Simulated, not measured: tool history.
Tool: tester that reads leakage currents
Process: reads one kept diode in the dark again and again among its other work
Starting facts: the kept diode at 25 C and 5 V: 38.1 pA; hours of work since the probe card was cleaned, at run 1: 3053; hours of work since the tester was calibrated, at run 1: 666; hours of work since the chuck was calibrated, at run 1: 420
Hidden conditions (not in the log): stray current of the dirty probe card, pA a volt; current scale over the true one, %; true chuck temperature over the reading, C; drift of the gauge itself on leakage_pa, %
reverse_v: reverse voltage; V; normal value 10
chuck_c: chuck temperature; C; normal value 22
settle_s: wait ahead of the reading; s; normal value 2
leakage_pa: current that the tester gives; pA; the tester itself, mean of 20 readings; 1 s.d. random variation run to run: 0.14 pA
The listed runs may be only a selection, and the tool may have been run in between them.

| run | hour | reverse_v | chuck_c | settle_s | hours of work since the probe card was cleaned | hours of work since the tester was calibrated | hours of work since the chuck was calibrated | leakage_pa |
|---|---|---|---|---|---|---|---|---|
| 1 | 0 | 10 | 22 | 2 | 3053 | 666 | 420 | 66.44 |
| 2 | 175.7 | 10 | 22 | 2 | 3187 | 800 | 555 | 67.06 |
| 3 | 335.5 | 10 | 22 | 2 | 3309 | 922 | 676 | 68.4 |
| 4 | 564.7 | 10 | 22 | 2 | 3484 | 1097 | 851 | 70.12 |
| 5 | 734.8 | 10 | 22 | 0.31 | 3614 | 1227 | 981 | 76.21 |
| 6 | 970.8 | 10 | 22 | 2 | 3794 | 1407 | 1161 | 72.26 |
|  | 1076.6 | probe card cleaned and baked |
| 7 | 1123.5 | 10 | 22 | 2 | 36 | 1521 | 1276 | 48.25 |
| 8 | 1253.1 | 10 | 22 | 2 | 135 | 1620 | 1375 | 49.13 |
| 9 | 1487.9 | 10 | 22 | 2 | 314 | 1799 | 1554 | 51.02 |
|  | 1561 | chuck's temperature calibrated |
| 10 | 1631 | 10 | 22 | 2 | 422 | 1907 | 53 | 47.26 |
| 11 | 1842.3 | 10 | 22 | 2 | 583 | 2068 | 215 | 48.58 |
| 12 | 1991.5 | 10 | 22 | 2 | 697 | 2182 | 329 | 49.48 |
| 13 | 2186.9 | 10 | 22 | 2 | 846 | 2331 | 478 | 50.7 |
| 14 | 2381.9 | 10 | 22 | 3.01 | 995 | 2480 | 627 | 51.7 |
| 15 | 2645.6 | 17.7 | 57 | 3.04 | 1196 | 2681 | 828 | 668.19 |
| 16 | 2862.9 | 10 | 25 | 3.85 | 1362 | 2847 | 994 | 66.38 |
| 17 | 3102.1 | 10 | 29 | 0.39 | 1545 | 3030 | 1176 | 92.06 |
|  | 3236.3 | tester calibrated |
| 18 | 3292 | 10 | 29 | 0.39 | 1688 | 42 | 1320 | 95.72 |
| 19 | 3535.8 | 1.4 | 29 | 0.39 | 1874 | 229 | 1506 | 30.53 |
|  | 3675.6 | chuck's temperature calibrated |
| 20 | 3680.9 | 17.4 | 58 | 0.35 | 1983 | 338 | 4 | 715.9 |
| 21 | 3861 | 10 | 47 | 3.25 | 2121 | 475 | 141 | 271.92 |
| 22 | 4080.7 | 16.7 | 31 | 1.02 | 2288 | 643 | 309 | 144.65 |
| 23 | 4297.6 | 9.4 | 22 | 1.22 | 2454 | 809 | 475 | 61.11 |

Predict the results of run 24:
| 24 | 4545.4 | 1.1 | 46 | 0.86 | 2643 | 998 | 664 | ? |

{"run 24": {"leakage_pa": 78.26}}
The same run, on a tool lacking any hidden state, would have yielded leakage_pa 74.02 pA.
